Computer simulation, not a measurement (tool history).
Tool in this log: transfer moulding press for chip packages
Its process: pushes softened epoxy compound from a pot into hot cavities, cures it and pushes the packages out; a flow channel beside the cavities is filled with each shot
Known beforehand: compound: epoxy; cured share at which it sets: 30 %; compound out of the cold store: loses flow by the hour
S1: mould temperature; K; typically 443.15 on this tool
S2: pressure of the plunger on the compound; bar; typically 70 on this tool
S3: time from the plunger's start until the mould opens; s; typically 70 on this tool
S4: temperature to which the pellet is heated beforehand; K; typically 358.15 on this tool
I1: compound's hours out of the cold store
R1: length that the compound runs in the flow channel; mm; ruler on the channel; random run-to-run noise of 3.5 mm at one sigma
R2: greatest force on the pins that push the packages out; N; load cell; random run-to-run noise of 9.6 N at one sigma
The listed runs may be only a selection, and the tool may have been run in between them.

run	day	S1	S2	S3	S4	I1	R1	R2
1	0	443.15	70	70	358.15	47.8	838	547
# day 0.125: cavities cleaned with cleaning compound and waxed
2	0.346	443.15	70	70	358.15	14	990	614
3	0.842	443.15	70	70	358.15	44	850	579
# day 1.046: cavities cleaned with cleaning compound and waxed, once more
4	1.292	443.15	54.5	70	358.15	36.5	771	448
5	1.55	443.15	54.5	70	358.15	15	865	496
6	1.988	443.15	54.5	70	358.15	44.9	740	498
7	2.371	443.15	70	70	361.15	32.7	892	552
8	2.662	443.15	70	70	361.15	29.7	907	576
# day 2.812: cavities cleaned with cleaning compound and waxed
9	3.158	443.15	70	70	361.15	11.8	984	456
10	3.538	451.15	63.5	51	358.15	8.9	931	730
11	4.058	438.15	70	54	358.15	34.1	904	1413
12	4.408	438.15	70	54	358.15	11.3	1014	1631
# day 4.575: cavities cleaned with cleaning compound and waxed
13	4.833	438.15	70	54	358.15	28.9	927	1221
14	5.104	438.15	60.2	68	366.15	27.3	862	717
15	5.462	448.15	70	59	358.15	25.2	899	555
16	5.958	448.15	70	59	358.15	35.8	850	592
17	6.204	443.15	66.5	91	363.15	39	832	406

Branching from run 17: 5 alternative next runs. What would each branch give?
# day 6.342: cavities cleaned with cleaning compound and waxed
A	6.696	440.15	66.5	65	353.15	39.1	?	?
# day 6.342: cavities cleaned with cleaning compound and waxed
B	6.696	441.15	70	70	360.15	28.4	?	?
# day 6.342: cavities cleaned with cleaning compound and waxed
C	6.696	443.15	66.5	76	363.15	45.4	?	?
# day 6.342: cavities cleaned with cleaning compound and waxed
D	6.696	443.15	66.5	91	359.15	18	?	?
# day 6.342: cavities cleaned with cleaning compound and waxed
E	6.696	443.15	58.4	70	355.15	14.8	?	?

run	R1	R2
A	850	688
B	918	523
C	802	392
D	930	335
E	880	504
With the hidden condition removed and each run's random variation left untouched, the same runs would have given:
run	R1	R2
A	875	619
B	945	470
C	825	355
D	958	304
E	905	453

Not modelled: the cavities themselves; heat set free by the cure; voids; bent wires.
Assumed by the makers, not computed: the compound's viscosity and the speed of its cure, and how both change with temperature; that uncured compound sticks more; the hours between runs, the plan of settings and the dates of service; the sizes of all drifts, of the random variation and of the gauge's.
